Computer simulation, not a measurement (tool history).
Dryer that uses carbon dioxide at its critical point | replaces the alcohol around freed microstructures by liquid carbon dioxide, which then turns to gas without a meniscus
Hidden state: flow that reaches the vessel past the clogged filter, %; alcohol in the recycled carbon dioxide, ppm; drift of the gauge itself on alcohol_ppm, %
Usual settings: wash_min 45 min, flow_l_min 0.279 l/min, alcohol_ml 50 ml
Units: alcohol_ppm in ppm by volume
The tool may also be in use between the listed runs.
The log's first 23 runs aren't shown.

run,hour,wash_min,flow_l_min,alcohol_ml,hours of work since the filter was changed,hours of work since the purifier's bed was changed,alcohol_ppm
24,290.1,27,0.174,54,265,292,3654
25,307.2,61,0.323,22,275,302,136
26,319.3,38,0.275,50,282,309,368
27,332.9,38,0.275,50,290,317,383
28,344.1,38,0.275,50,297,323,386
29,357.4,64,0.279,50,304,331,168
30,370.8,45,0.362,106,312,339,184
31,381,45,0.279,60,318,345,274
32,397.3,45,0.308,28,327,354,195
33,412.9,45,0.308,28,336,363,201
34,423.5,31,0.308,28,342,369,369
35,432,66,0.224,26,347,374,200
36,441.7,66,0.209,21,353,380,208
37,456.4,45,0.278,50,361,388,287
38,467.5,45,0.278,50,368,394,296
39,484.4,62,0.253,61,377,404,231
40,492.1,62,0.249,61,382,409,226
41,499.5,36,0.279,50,386,413,517
42,512.2,36,0.279,50,393,420,513
43,528.7,36,0.393,35,403,430,239
44,544.9,34,0.225,54,412,439,1234
45,559.9,27,0.179,50,421,448,3561
46,572.2,60,0.297,97,428,455,229

Forecast each of these 5 alternatives for the next run:
A,582.9,67,0.297,97,434,461,?
B,582.9,45,0.279,42,434,461,?
C,582.9,34,0.279,73,434,461,?
D,582.9,58,0.219,97,434,461,?
E,582.9,60,0.355,21,434,461,?

run,alcohol_ppm
A,215
B,310
C,871
D,447
E,214
Without the tool's hidden state the same runs would have given:
run,alcohol_ppm
A,4
B,46
C,350
D,104
E,7
